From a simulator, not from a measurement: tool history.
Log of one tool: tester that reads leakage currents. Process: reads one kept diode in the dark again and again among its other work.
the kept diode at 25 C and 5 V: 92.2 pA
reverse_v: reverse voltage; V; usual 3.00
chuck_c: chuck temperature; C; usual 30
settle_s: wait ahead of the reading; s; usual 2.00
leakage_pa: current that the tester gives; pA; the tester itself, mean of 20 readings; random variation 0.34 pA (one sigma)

run,hour,reverse_v,chuck_c,settle_s,leakage_pa
1,0.0,3.00,30,2.00,110.30
2,16.7,3.00,30,8.08,110.01
3,39.3,3.00,30,8.08,109.80
4,71.8,3.00,30,9.37,110.10
5,101.3,3.00,38,2.00,202.92
6,134.5,3.00,38,2.00,202.39
7,173.0,3.00,38,2.00,201.78
8,197.5,3.00,38,2.00,201.63
9,223.4,3.00,30,2.00,109.89
10,246.7,3.00,30,2.00,109.81
11,280.6,3.00,30,0.97,110.54
12,308.9,3.00,30,2.00,109.43
13,341.0,3.00,30,2.00,109.76
14,373.8,3.00,30,2.00,109.69
15,399.2,3.00,30,2.00,108.39
16,417.0,10.93,30,2.00,188.75
17,446.6,10.93,30,2.00,188.66
# hour 470.8: chuck's temperature calibrated
18,474.7,3.00,30,2.00,112.44
19,499.3,3.00,46,2.00,370.50
20,515.1,3.00,46,2.00,369.76
21,549.5,3.00,46,2.00,367.17
22,572.9,3.00,46,2.00,368.52
23,602.2,6.68,27,6.01,124.05
24,624.8,3.80,53,3.38,660.01
25,657.9,19.67,36,2.29,388.91
26,682.4,10.23,37,2.29,316.40
27,718.2,1.17,23,4.28,43.41
28,744.7,1.17,23,4.28,43.32
29,767.6,1.17,23,4.28,43.49
30,804.5,1.17,23,4.28,43.30
31,833.4,3.00,25,1.59,75.55
32,866.4,2.69,30,2.00,106.60
33,886.5,2.41,30,1.10,102.09
34,915.8,2.42,44,0.76,292.01
35,935.1,2.42,44,0.76,290.33
36,956.1,6.65,58,1.88,1149.45
37,980.6,6.65,58,1.88,1145.49
38,1001.3,6.65,58,1.09,1141.45
39,1020.5,3.74,25,0.71,83.06
40,1042.1,3.74,25,0.71,83.65

Measured less the same run without the tool's hidden state. The same run-to-run variation is in both; the gauge's scatter may not be:
The hidden state here: stray current of the dirty probe card, pA a volt; current scale over the true one, %; true chuck temperature over the reading, C; drift of the gauge itself on leakage_pa, %.
run,leakage_pa
1,-2.02
2,-2.07
3,-2.10
4,-2.18
5,-4.88
6,-5.02
7,-5.19
8,-5.32
9,-2.53
10,-2.59
11,-2.67
12,-2.72
13,-2.79
14,-2.86
15,-2.88
16,-1.95
17,-2.00
18,+0.09
19,-3.39
20,-3.52
21,-3.82
22,-4.06
23,+1.80
24,-8.80
25,+5.03
26,+0.31
27,-0.21
28,-0.23
29,-0.25
30,-0.28
31,+0.17
32,-0.88
33,-1.00
34,-5.87
35,-5.99
36,-24.45
37,-25.09
38,-25.59
39,+0.31
40,+0.29

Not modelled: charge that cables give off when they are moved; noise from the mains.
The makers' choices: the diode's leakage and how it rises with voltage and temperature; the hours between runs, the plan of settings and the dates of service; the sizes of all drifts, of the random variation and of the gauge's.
